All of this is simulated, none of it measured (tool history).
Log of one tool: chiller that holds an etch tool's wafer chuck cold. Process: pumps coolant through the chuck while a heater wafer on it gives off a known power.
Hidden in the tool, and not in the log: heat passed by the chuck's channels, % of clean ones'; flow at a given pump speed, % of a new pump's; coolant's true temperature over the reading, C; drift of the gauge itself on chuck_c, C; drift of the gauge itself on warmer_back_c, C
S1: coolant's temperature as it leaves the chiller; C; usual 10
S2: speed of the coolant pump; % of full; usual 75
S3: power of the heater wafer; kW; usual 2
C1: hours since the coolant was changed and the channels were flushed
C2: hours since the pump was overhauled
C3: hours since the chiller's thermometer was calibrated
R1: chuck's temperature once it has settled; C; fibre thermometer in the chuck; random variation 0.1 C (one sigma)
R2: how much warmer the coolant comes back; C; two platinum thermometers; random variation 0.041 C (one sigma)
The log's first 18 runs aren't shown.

{"run": 19, "hour": 411.7, "S1": 18, "S2": 79, "S3": 1.567, "C1": 1674, "C2": 1357, "C3": 89, "R1": 32.9, "R2": 7.08}
{"hour": 425.7, "done": "chiller's thermometer calibrated, once more"}
{"run": 20, "hour": 439.4, "S1": 9, "S2": 75, "S3": 1.13, "C1": 1701, "C2": 1384, "C3": 14, "R1": 20, "R2": 5.38}
{"run": 21, "hour": 468.7, "S1": 9, "S2": 81, "S3": 1.913, "C1": 1730, "C2": 1413, "C3": 43, "R1": 26.7, "R2": 8.41}
{"run": 22, "hour": 499.3, "S1": 13, "S2": 94, "S3": 1.913, "C1": 1761, "C2": 1444, "C3": 74, "R1": 29.1, "R2": 7.19}
{"run": 23, "hour": 520.4, "S1": 17, "S2": 73, "S3": 2, "C1": 1782, "C2": 1465, "C3": 95, "R1": 36.6, "R2": 9.74}
{"run": 24, "hour": 534.5, "S1": 14, "S2": 69, "S3": 2.077, "C1": 1796, "C2": 1479, "C3": 109, "R1": 35.4, "R2": 10.78}
{"run": 25, "hour": 565.6, "S1": 17, "S2": 60, "S3": 2.869, "C1": 1827, "C2": 1510, "C3": 140, "R1": 49.6, "R2": 17.15}
{"run": 26, "hour": 589.7, "S1": 10, "S2": 75, "S3": 2.838, "C1": 1851, "C2": 1534, "C3": 164, "R1": 37.7, "R2": 13.65}

Run 27 comes next. What will it give?
{"run": 27, "hour": 604.4, "S1": 10, "S2": 75, "S3": 2.838, "C1": 1866, "C2": 1549, "C3": 179, "R1": "?", "R2": "?"}

R1: 37.7 C
R2: 13.53 C
Without the tool's hidden state the same run would have given R1 36.7 C, R2 13.16 C.

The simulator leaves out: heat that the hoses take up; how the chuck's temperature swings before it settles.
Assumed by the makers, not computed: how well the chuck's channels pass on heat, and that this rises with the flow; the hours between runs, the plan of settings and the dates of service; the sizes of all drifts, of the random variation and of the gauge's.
